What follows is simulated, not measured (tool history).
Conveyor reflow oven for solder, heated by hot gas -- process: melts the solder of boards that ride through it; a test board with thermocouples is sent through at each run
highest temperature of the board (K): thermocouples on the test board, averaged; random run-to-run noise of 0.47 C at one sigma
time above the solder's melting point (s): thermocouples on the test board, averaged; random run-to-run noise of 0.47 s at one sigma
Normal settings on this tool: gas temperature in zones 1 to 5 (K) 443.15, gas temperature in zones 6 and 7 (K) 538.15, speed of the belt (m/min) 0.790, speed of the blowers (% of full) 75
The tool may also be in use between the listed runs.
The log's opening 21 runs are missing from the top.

| run | hour | gas temperature in zones 1 to 5 (K) | gas temperature in zones 6 and 7 (K) | speed of the belt (m/min) | speed of the blowers (% of full) | highest temperature of the board (K) | time above the solder's melting point (s) |
|---|---|---|---|---|---|---|---|
| 22 | 478.3 | 439.15 | 529.15 | 0.790 | 71 | 507.25 | 28.0 |
| 23 | 493.3 | 439.15 | 528.15 | 0.930 | 56 | 495.75 | 8.7 |
| 24 | 525.7 | 451.15 | 538.15 | 0.790 | 58 | 513.35 | 36.7 |
|  | 532.5 | flux residue cleaned out of gas plates and filters |
| 25 | 562.6 | 429.15 | 538.15 | 0.785 | 75 | 517.25 | 36.0 |
| 26 | 578.7 | 443.15 | 538.15 | 0.790 | 69 | 517.95 | 39.2 |
| 27 | 593.0 | 443.15 | 538.15 | 0.790 | 69 | 517.95 | 38.8 |
| 28 | 622.6 | 443.15 | 538.15 | 0.790 | 60 | 515.15 | 36.3 |
| 29 | 652.0 | 448.15 | 539.15 | 0.786 | 89 | 522.05 | 45.1 |
| 30 | 674.3 | 432.15 | 542.15 | 0.711 | 66 | 522.25 | 43.7 |
| 31 | 691.9 | 432.15 | 542.15 | 0.711 | 66 | 520.95 | 44.3 |

Each row is a separate what-if for the run after 31, all from the same tool condition, not one after another. Results?
| A | 722.2 | 443.15 | 538.15 | 0.790 | 63 | ? | ? |
| B | 722.2 | 428.15 | 548.15 | 0.873 | 66 | ? | ? |
| C | 722.2 | 432.15 | 542.15 | 0.711 | 58 | ? | ? |

| run | highest temperature of the board (K) | time above the solder's melting point (s) |
|---|---|---|
| A | 515.35 | 37.1 |
| B | 516.85 | 30.9 |
| C | 519.35 | 41.4 |
What these runs would have given with no unlogged condition in the tool:
| run | highest temperature of the board (K) | time above the solder's melting point (s) |
|---|---|---|
| A | 517.75 | 38.7 |
| B | 519.55 | 32.5 |
| C | 521.85 | 42.9 |
